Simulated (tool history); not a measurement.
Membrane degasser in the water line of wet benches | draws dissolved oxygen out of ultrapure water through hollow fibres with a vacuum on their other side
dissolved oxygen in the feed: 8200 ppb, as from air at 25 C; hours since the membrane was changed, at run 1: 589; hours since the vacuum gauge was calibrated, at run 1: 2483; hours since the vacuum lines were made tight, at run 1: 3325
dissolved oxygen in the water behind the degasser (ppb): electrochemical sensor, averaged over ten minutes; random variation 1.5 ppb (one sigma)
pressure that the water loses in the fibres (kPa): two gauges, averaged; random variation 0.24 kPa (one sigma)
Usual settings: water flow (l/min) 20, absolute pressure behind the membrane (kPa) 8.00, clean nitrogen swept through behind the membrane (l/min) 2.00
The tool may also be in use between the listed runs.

run    hour  water flow (l/min)  absolute pressure behind the membrane (kPa)  clean nitrogen swept through behind the membrane (l/min)  hours since the membrane was changed  hours since the vacuum gauge was calibrated  hours since the vacuum lines were made tight  dissolved oxygen in the water behind the degasser (ppb)  pressure that the water loses in the fibres (kPa)
  1     0.0                  20                                         8.00                                                      2.00                                   589                                         2483                                          3325                                                    145.8                                              63.82
  2    58.4                  20                                         8.00                                                      2.00                                   648                                         2541                                          3383                                                    148.1                                              64.32
  3   113.9                  20                                         8.00                                                      1.72                                   703                                         2597                                          3438                                                    163.1                                              64.21
  4   186.3                  20                                         8.00                                                      5.08                                   776                                         2669                                          3511                                                     80.8                                              63.99
  5   220.6                  20                                         8.00                                                      5.08                                   810                                         2704                                          3545                                                     80.7                                              63.86
  6   284.5                  27                                         8.00                                                      5.08                                   874                                         2768                                          3609                                                    184.3                                              86.59
  7   326.3                  23                                         8.00                                                      2.00                                   916                                         2809                                          3651                                                    192.6                                              73.57
  8   401.7                  23                                         8.00                                                      2.00                                   991                                         2885                                          3726                                                    190.7                                              74.17
  9   435.9                  23                                         8.00                                                      2.00                                  1025                                         2919                                          3761                                                    194.0                                              74.21
 10   484.4                  23                                         8.00                                                      2.00                                  1074                                         2967                                          3809                                                    191.6                                              74.08
 11   526.6                  20                                         8.00                                                      2.00                                  1116                                         3010                                          3851                                                    145.3                                              64.12
 12   588.8                  24                                         8.00                                                      2.00                                  1178                                         3072                                          3913                                                    207.4                                              76.66
 13   630.9                  24                                         8.00                                                      2.00                                  1220                                         3114                                          3955                                                    213.3                                              77.44
 14   689.8                  24                                         4.99                                                      2.00                                  1279                                         3173                                          4014                                                    127.7                                              77.30
 15   722.6                  24                                         4.99                                                      2.00                                  1312                                         3206                                          4047                                                    127.2                                              76.75
 16   791.7                  24                                         4.99                                                      2.00                                  1381                                         3275                                          4116                                                    129.0                                              76.98
 17   860.5                  24                                         4.99                                                      2.00                                  1450                                         3344                                          4185                                                    125.9                                              76.81
 18   909.1                  24                                         4.99                                                      2.00                                  1498                                         3392                                          4234                                                    128.5                                              77.27
 19   947.7                  28                                         4.99                                                      5.82                                  1537                                         3431                                          4272                                                    158.6                                              89.87
 20  1018.1                  28                                         4.99                                                      3.82                                  1607                                         3501                                          4343                                                    170.9                                              89.61
 21  1088.9                  28                                         4.99                                                      3.82                                  1678                                         3572                                          4413                                                    169.4                                              89.45
 22  1130.0                  13                                         8.00                                                      2.00                                  1719                                         3613                                          4455                                                     78.7                                              41.70
 23  1162.3                  29                                        19.19                                                      5.95                                  1752                                         3645                                          4487                                                    336.8                                              93.26
 24  1227.0                  29                                        19.19                                                      5.95                                  1816                                         3710                                          4552                                                    338.1                                              92.54
 25  1269.9                  29                                        19.19                                                      5.95                                  1859                                         3753                                          4594                                                    340.2                                              92.74
 26  1341.0                  20                                         5.99                                                      1.73                                  1930                                         3824                                          4666                                                    108.9                                              64.66
 27  1407.5                  20                                         5.99                                                      4.28                                  1997                                         3891                                          4732                                                     65.6                                              64.12
 28  1447.0                  20                                         7.44                                                      1.31                                  2036                                         3930                                          4772                                                    182.2                                              64.33
 29  1517.7                  20                                         7.44                                                      1.31                                  2107                                         4001                                          4842                                                    183.2                                              64.15
 30  1580.2                  15                                        11.25                                                      0.84                                  2170                                         4063                                          4905                                                    325.9                                              48.27
 31  1627.3                  18                                        11.59                                                      4.02                                  2217                                         4110                                          4952                                                    113.1                                              57.71
 32  1665.4                  18                                         7.49                                                      4.02                                  2255                                         4148                                          4990                                                     68.3                                              57.91

4 ways to go on from here, each from the tool as it stands after run 32. What would each give?
  A  1706.5                  29                                        16.93                                                      2.00                                  2296                                         4190                                          5031                                                        ?                                                  ?
  B  1706.5                  13                                         8.78                                                      3.38                                  2296                                         4190                                          5031                                                        ?                                                  ?
  C  1706.5                  18                                         7.49                                                      2.03                                  2296                                         4190                                          5031                                                        ?                                                  ?
  D  1706.5                  20                                         8.00                                                      0.84                                  2296                                         4190                                          5031                                                        ?                                                  ?

run  dissolved oxygen in the water behind the degasser (ppb)  pressure that the water loses in the fibres (kPa)
  A                                                    570.7                                              93.01
  B                                                     55.2                                              41.86
  C                                                    109.2                                              57.94
  D                                                    274.9                                              64.00
Without the tool's hidden state the same runs would have given:
run  dissolved oxygen in the water behind the degasser (ppb)  pressure that the water loses in the fibres (kPa)
  A                                                    570.0                                              92.98
  B                                                     55.1                                              41.85
  C                                                    108.9                                              57.92
  D                                                    274.3                                              63.97
